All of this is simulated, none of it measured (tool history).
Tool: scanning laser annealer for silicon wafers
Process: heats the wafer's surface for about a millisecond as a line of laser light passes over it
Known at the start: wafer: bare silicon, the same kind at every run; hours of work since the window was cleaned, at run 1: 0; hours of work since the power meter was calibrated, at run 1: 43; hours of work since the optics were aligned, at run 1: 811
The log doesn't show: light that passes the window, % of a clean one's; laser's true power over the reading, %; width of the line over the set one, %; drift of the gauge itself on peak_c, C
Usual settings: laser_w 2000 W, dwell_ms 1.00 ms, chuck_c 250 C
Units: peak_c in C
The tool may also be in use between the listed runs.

run	hour	laser_w	dwell_ms	chuck_c	hours of work since the window was cleaned	hours of work since the power meter was calibrated	hours of work since the optics were aligned	peak_c
1	0.0	2000	1.00	250	0	43	811	1022
2	8.6	2000	0.90	250	4	48	815	983
3	18.9	2000	1.00	248	10	53	820	1023
4	27.9	2000	1.00	248	14	57	825	1021
5	38.5	2000	1.00	250	20	63	831	1023
6	50.7	2000	1.00	250	26	69	837	1020
7	58.2	2000	1.00	250	30	73	841	1022
8	68.6	2000	1.00	250	35	78	846	1023
9	79.1	2000	1.00	250	40	84	851	1015
10	90.5	1895	1.00	250	46	89	857	979
11	105.3	1895	1.00	250	54	97	865	980
# hour 111.4: optics aligned, line set to its width
12	122.7	2000	1.00	232	60	103	6	999
13	129.8	2000	1.00	232	64	107	9	1000
14	137.4	2000	1.00	250	68	111	13	1015
# hour 150.6: optics aligned, line set to its width, once more
15	152.6	2140	1.00	250	73	116	1	1086
16	169.3	2140	1.00	250	81	125	10	1081
17	185.3	2000	1.00	250	90	133	18	1026
18	194.8	2000	1.00	250	94	138	23	1026
19	208.8	2000	0.94	250	102	145	30	1001
20	219.9	2000	0.94	250	107	150	35	1003
21	232.2	2154	1.00	286	114	157	42	1119
22	243.5	2154	1.13	210	119	162	48	1094
23	258.9	2037	1.23	224	127	170	55	1100
24	269.2	1861	1.17	275	133	176	61	1050
25	278.7	1861	1.17	275	137	180	65	1049
26	287.8	1859	1.17	283	142	185	70	1055
27	303.6	1859	1.17	283	150	193	78	1059
28	313.0	1859	0.82	248	155	198	83	898
29	326.5	1720	1.00	229	162	205	90	890
30	333.2	1885	1.23	250	165	208	93	1054
31	339.9	1772	0.75	273	169	212	97	862
32	347.8	1786	1.23	273	173	216	101	1030
33	361.8	1786	1.21	273	180	223	108	1029
34	370.1	1867	0.75	216	184	227	112	836
35	380.6	1773	0.76	236	189	233	118	827
36	394.8	2000	1.23	250	197	240	125	1100
37	407.8	1799	1.11	277	203	246	132	1002
38	415.8	1799	1.11	277	207	251	136	1001
39	431.8	1799	1.11	277	216	259	144	1000
40	441.8	1799	1.11	277	221	264	149	999

Forecast each of these 5 alternatives for the next run:
A	450.8	2033	1.10	220	225	268	154	?
B	450.8	1945	0.75	250	225	268	154	?
C	450.8	1891	0.82	222	225	268	154	?
D	450.8	1784	1.16	275	225	268	154	?
E	450.8	1996	1.11	227	225	268	154	?

run	peak_c
A	1034
B	894
C	877
D	1005
E	1031
Without the tool's hidden state the same runs would have given:
run	peak_c
A	1051
B	908
C	892
D	1021
E	1049
